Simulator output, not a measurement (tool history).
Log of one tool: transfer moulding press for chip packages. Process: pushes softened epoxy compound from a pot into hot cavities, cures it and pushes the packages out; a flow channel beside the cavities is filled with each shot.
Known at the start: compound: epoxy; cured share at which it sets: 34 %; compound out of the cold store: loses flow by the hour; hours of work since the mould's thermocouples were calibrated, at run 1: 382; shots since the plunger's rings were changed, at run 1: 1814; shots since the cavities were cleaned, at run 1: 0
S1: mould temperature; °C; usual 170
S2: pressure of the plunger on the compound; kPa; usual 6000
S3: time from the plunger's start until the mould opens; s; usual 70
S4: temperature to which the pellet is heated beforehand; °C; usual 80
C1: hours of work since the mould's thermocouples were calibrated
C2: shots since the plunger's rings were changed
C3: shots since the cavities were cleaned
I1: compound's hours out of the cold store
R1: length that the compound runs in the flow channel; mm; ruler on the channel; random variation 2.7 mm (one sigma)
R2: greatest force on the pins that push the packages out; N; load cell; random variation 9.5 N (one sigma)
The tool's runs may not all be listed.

run,hour,S1,S2,S3,S4,C1,C2,C3,I1,R1,R2
1,0,170,6000,70,80,382,1814,0,24.5,515,453
2,19.5,170,6000,70,80,393,2056,242,18.7,526,654
# hour 41.1: cavities cleaned with cleaning compound and waxed
3,50.6,170,6000,70,80,409,2422,118,32.7,501,537
4,70.9,170,6000,70,80,421,2672,368,45.7,485,686
# hour 82: cavities cleaned with cleaning compound and waxed
# hour 90.5: plunger's sealing rings changed
5,107.1,170,6000,76,80,439,205,278,36.7,509,611
# hour 126.4: cavities cleaned with cleaning compound and waxed
6,145,175,6000,76,80,459,656,231,32.4,501,560
# hour 150.3: mould's thermocouples calibrated
# hour 169.6: cavities cleaned with cleaning compound and waxed
7,179.5,175,6000,76,80,16,1039,123,33,502,482
# hour 212.6: cavities cleaned with cleaning compound and waxed
8,212.6,163,6000,70,80,33,1429,0,27.5,522,573
# hour 256.4: cavities cleaned with cleaning compound and waxed
9,261.3,163,6000,70,80,60,2013,61,12.2,534,690
# hour 276.2: mould's thermocouples calibrated, once more
# hour 301.9: cavities cleaned with cleaning compound and waxed
10,311.5,163,6000,70,80,19,2590,119,27.8,520,825
# hour 335.1: plunger's sealing rings changed
# hour 347.7: cavities cleaned with cleaning compound and waxed
11,355.7,163,6000,70,70,42,236,100,36.2,523,796
12,376.3,176,5600,70,70,53,491,355,37.4,479,640
# hour 390.8: cavities cleaned with cleaning compound and waxed
13,405,176,6690,100,70,69,827,176,10.3,561,536
# hour 433.8: cavities cleaned with cleaning compound and waxed
14,436,170,6000,70,73,85,1192,28,13.7,531,506
15,468.6,170,6000,70,73,104,1595,431,35.7,500,728
# hour 474.5: cavities cleaned with cleaning compound and waxed
16,504.8,169,6000,70,70,123,2023,375,25.7,512,743
# hour 516.7: cavities cleaned with cleaning compound and waxed
17,545.4,174,6720,59,87,145,2506,354,12,558,778
# hour 559.9: cavities cleaned with cleaning compound and waxed
# hour 577.8: plunger's sealing rings changed
18,584.6,174,6720,59,87,165,83,273,31.7,541,717

Forecast each of these 5 alternatives for the next run:
# hour 603.2: cavities cleaned with cleaning compound and waxed
A,613.5,178,6720,65,79,180,423,127,41.8,?,?
# hour 603.2: cavities cleaned with cleaning compound and waxed
B,613.5,165,5970,70,80,180,423,127,28.1,?,?
# hour 603.2: cavities cleaned with cleaning compound and waxed
C,613.5,174,6720,87,88,180,423,127,9.1,?,?
# hour 603.2: cavities cleaned with cleaning compound and waxed
D,613.5,167,4980,83,80,180,423,127,30.7,?,?
# hour 603.2: cavities cleaned with cleaning compound and waxed
E,613.5,175,6720,59,87,180,423,127,34.9,?,?

run,R1,R2
A,520,503
B,524,682
C,570,479
D,472,524
E,528,570
Without the tool's hidden state the same runs would have given:
run,R1,R2
A,523,384
B,527,522
C,573,366
D,475,401
E,531,437
